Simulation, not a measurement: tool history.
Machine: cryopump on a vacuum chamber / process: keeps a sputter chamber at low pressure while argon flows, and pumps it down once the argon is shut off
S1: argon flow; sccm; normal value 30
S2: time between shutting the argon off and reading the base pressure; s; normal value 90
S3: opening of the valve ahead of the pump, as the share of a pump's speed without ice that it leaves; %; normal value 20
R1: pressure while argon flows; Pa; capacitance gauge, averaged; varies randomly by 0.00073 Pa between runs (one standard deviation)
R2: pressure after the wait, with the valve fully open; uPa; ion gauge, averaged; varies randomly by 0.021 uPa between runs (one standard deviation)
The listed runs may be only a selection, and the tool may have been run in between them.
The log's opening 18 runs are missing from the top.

| run | hour | S1 | S2 | S3 | R1 | R2 |
|---|---|---|---|---|---|---|
|  | 665.7 | pump warmed up, emptied and cooled again |
| 19 | 680.2 | 52 | 45 | 38 | 0.1206 | 0.98 |
| 20 | 715.9 | 52 | 45 | 38 | 0.1211 | 1.04 |
| 21 | 741.0 | 50 | 90 | 51 | 0.0870 | 0.63 |
| 22 | 773.3 | 20 | 27 | 26 | 0.0691 | 1.48 |
| 23 | 795.5 | 16 | 90 | 20 | 0.0703 | 0.65 |
| 24 | 816.7 | 16 | 90 | 20 | 0.0710 | 0.68 |
| 25 | 867.8 | 43 | 225 | 46 | 0.0861 | 0.50 |
| 26 | 915.5 | 17 | 48 | 57 | 0.0282 | 1.02 |
| 27 | 959.7 | 17 | 48 | 57 | 0.0270 | 1.06 |
| 28 | 998.7 | 20 | 90 | 50 | 0.0366 | 0.74 |
| 29 | 1030.0 | 20 | 45 | 18 | 0.0999 | 1.10 |
| 30 | 1064.7 | 30 | 65 | 20 | 0.1345 | 0.83 |
| 31 | 1117.1 | 30 | 65 | 20 | 0.1345 | 0.91 |
| 32 | 1159.9 | 45 | 87 | 20 | 0.2038 | 0.85 |
| 33 | 1209.1 | 40 | 228 | 28 | 0.1317 | 0.58 |
| 34 | 1250.1 | 40 | 228 | 28 | 0.1320 | 0.58 |
| 35 | 1275.9 | 40 | 228 | 28 | 0.1315 | 0.61 |

Here are 3 independent what-if runs from the current tool condition. What would each one return?
| A | 1313.0 | 15 | 56 | 35 | ? | ? |
| B | 1313.0 | 30 | 140 | 19 | ? | ? |
| C | 1313.0 | 55 | 39 | 28 | ? | ? |

| run | R1 | R2 |
|---|---|---|
| A | 0.0414 | 1.02 |
| B | 0.1432 | 0.66 |
| C | 0.1819 | 1.31 |
With the hidden condition removed and each run's random variation left untouched, the same runs would have given:
| run | R1 | R2 |
|---|---|---|
| A | 0.0386 | 0.72 |
| B | 0.1376 | 0.37 |
| C | 0.1717 | 1.01 |

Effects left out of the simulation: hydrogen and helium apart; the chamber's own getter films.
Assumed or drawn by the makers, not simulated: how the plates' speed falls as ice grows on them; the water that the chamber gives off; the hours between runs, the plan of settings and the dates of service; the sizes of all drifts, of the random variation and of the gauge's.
